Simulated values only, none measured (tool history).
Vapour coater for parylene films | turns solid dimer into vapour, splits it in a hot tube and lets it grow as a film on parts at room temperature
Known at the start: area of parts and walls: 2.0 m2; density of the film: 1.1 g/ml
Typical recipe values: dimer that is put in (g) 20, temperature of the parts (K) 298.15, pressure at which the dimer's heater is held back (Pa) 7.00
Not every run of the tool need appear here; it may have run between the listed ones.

run   hour  dimer that is put in (g)  temperature of the parts (K)  pressure at which the dimer's heater is held back (Pa)  thickness of the film (µm)
  1    0.0                        20                        298.15                                                    7.00                        5.85
  2   21.5                         8                        298.15                                                    7.00                        2.29
  3   42.9                        20                        298.15                                                    7.00                        5.75
  4   62.9                        20                        304.15                                                    7.00                        5.04
  5   75.1                        20                        298.15                                                    7.00                        5.62
  6   92.7                        20                        298.15                                                    7.00                        5.51
  7  107.7                        20                        295.15                                                    3.01                        7.07
  8  124.4                         8                        301.15                                                    3.01                        2.51
     133.0  -- trap's valve overhauled
  9  143.0                        15                        306.15                                                    4.34                        4.76
 10  166.3                        15                        296.15                                                    4.76                        5.34
 11  187.9                        15                        296.15                                                    4.76                        5.27
 12  205.4                        20                        291.15                                                    7.00                        6.84

3 ways to go on from here, each from the tool as it stands after run 12. What would each give?
  A  215.8                        20                        298.15                                                    6.76                           ?
  B  215.8                        20                        300.15                                                    7.00                           ?
  C  215.8                        12                        298.15                                                    6.25                           ?

run  thickness of the film (µm)
  A                        6.04
  B                        5.93
  C                        3.70
With the hidden condition removed and each run's random variation left untouched, the same runs would have given:
run  thickness of the film (µm)
  A                        6.30
  B                        6.18
  C                        3.85
